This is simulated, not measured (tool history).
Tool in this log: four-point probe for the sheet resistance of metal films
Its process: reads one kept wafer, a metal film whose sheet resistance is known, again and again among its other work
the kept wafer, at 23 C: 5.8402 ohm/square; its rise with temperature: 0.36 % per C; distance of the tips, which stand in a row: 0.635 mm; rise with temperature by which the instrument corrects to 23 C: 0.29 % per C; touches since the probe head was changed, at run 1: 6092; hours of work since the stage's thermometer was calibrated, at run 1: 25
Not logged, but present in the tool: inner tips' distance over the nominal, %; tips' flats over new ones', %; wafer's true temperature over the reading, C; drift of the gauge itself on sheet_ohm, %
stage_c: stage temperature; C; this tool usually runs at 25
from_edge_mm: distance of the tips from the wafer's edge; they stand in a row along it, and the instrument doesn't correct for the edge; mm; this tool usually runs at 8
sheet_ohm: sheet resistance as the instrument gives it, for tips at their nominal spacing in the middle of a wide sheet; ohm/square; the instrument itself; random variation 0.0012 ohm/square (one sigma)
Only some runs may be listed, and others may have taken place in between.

run	hour	stage_c	from_edge_mm	touches since the probe head was changed	hours of work since the stage's thermometer was calibrated	sheet_ohm
1	0.0	25	8	6092	25	5.843155
2	24.2	23	8	6537	42	5.837990
3	38.2	23	8	6795	52	5.836347
4	57.5	23	8	7152	65	5.837996
5	79.0	23	8	7548	80	5.835309
# hour 80.5: stage's thermometer calibrated
6	92.2	25	8	7782	8	5.844444
7	116.3	25	8	8225	25	5.844438
8	133.5	20	63	8543	37	5.803324
9	151.5	30	26	8874	50	5.846675
10	163.7	27	6	9099	58	5.868007
11	181.3	26	9	9422	71	5.844681
12	204.1	30	4	9843	87	5.924394

Alternative continuations, all from the tool just after run 12; predict every row:
# hour 206.2: stage's thermometer calibrated, once more
A	221.9	30	17	10161	11	?
# hour 206.2: stage's thermometer calibrated, once more
B	221.9	29	17	10161	11	?
# hour 206.2: stage's thermometer calibrated, once more
C	221.9	26	13	10161	11	?

run	sheet_ohm
A	5.845716
B	5.844666
C	5.834890
Stripped of hidden state, with their random variation kept, the same runs would have yielded:
run	sheet_ohm
A	5.870527
B	5.869467
C	5.859632
